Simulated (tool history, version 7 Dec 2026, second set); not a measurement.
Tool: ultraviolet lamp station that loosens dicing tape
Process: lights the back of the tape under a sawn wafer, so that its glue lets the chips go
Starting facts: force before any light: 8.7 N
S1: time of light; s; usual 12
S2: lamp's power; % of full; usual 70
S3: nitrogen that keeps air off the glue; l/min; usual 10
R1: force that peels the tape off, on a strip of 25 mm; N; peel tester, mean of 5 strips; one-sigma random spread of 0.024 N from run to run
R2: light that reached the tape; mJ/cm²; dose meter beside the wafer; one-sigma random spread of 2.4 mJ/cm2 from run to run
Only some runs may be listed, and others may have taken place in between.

run  hour  S1  S2  S3     R1   R2
  1   0.0  12  70  10  1.590  220
  2   4.7  12  70  10  1.609  217
  3   9.5  12  70  10  1.617  216
  4  15.4  12  70  10  1.635  212
  5  23.9  12  70  10  1.630  215
  6  31.9  12  70  10  1.612  216
  7  39.8  12  70  10  1.677  214
  8  46.7  20  70  10  0.673  349
  9  54.6  20  70  10  0.655  349
 10  63.7  12  70  10  1.711  209
 11  69.2  12  70  10  1.673  210
 12  78.7  12  70  10  1.694  210
 13  83.2  11  70  10  1.909  186
 14  89.9  12  70   6  2.243  201

Forecast run 15:
 15  98.1  15  61   6   ?   ?

R1: 1.994 N
R2: 223 mJ/cm²
Were there no unlogged condition in the tool, this run, its random variation unchanged, would have produced R1 1.363 N, R2 286 mJ/cm².
